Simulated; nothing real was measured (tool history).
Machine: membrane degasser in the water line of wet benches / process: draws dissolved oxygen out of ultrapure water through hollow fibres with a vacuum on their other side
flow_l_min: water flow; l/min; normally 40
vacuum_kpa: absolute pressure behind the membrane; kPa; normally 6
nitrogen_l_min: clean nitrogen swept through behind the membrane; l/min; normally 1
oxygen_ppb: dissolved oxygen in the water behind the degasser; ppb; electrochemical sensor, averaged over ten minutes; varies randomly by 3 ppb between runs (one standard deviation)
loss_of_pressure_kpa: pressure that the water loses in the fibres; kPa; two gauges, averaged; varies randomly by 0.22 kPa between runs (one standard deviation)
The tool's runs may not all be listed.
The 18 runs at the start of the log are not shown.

run      day  flow_l_min  vacuum_kpa  nitrogen_l_min  oxygen_ppb  loss_of_pressure_kpa
 19   69.171          28        4.29               1        81.7                 36.37
 20     73.5          39        4.19               1       151.8                 50.52
 21   78.092          39        4.19               1         149                 50.33
 22   81.004          41        4.19            1.12       165.1                 52.89
 23   84.425          41        4.19            1.12       165.1                 53.33
 24   87.383          41        8.96            0.44       882.8                 53.01
 25   91.217          41        8.96            0.44       875.1                 53.14
 26       96          25       12.69               1       500.3                 32.34
 27   99.562          25        4.56               1          84                 32.32
 28  103.983          40        7.42            2.73       220.8                 51.19
 29  108.554          40        7.42            2.73         222                 51.46
 30  112.908          40        7.42            0.87       436.2                 51.77
     116.167  -- vacuum gauge calibrated
 31  117.779          41        5.17            2.18       173.7                 52.92
 32  121.338          40        7.01            0.54       541.9                 52.41

Predict each of these 3 candidate next runs independently; none follows another, all start after run 32:
  A  125.35          41        3.63            0.55           ?                     ?
  B  125.35          40       10.06               1           ?                     ?
  C  125.35          40        7.01            2.06           ?                     ?

run  oxygen_ppb  loss_of_pressure_kpa
  A       144.7                 53.07
  B       606.4                 51.55
  C         241                 51.62
With the hidden condition removed and each run's random variation left untouched, the same runs would have given:
run  oxygen_ppb  loss_of_pressure_kpa
  A       144.3                 53.02
  B         606                  51.5
  C       240.7                 51.57

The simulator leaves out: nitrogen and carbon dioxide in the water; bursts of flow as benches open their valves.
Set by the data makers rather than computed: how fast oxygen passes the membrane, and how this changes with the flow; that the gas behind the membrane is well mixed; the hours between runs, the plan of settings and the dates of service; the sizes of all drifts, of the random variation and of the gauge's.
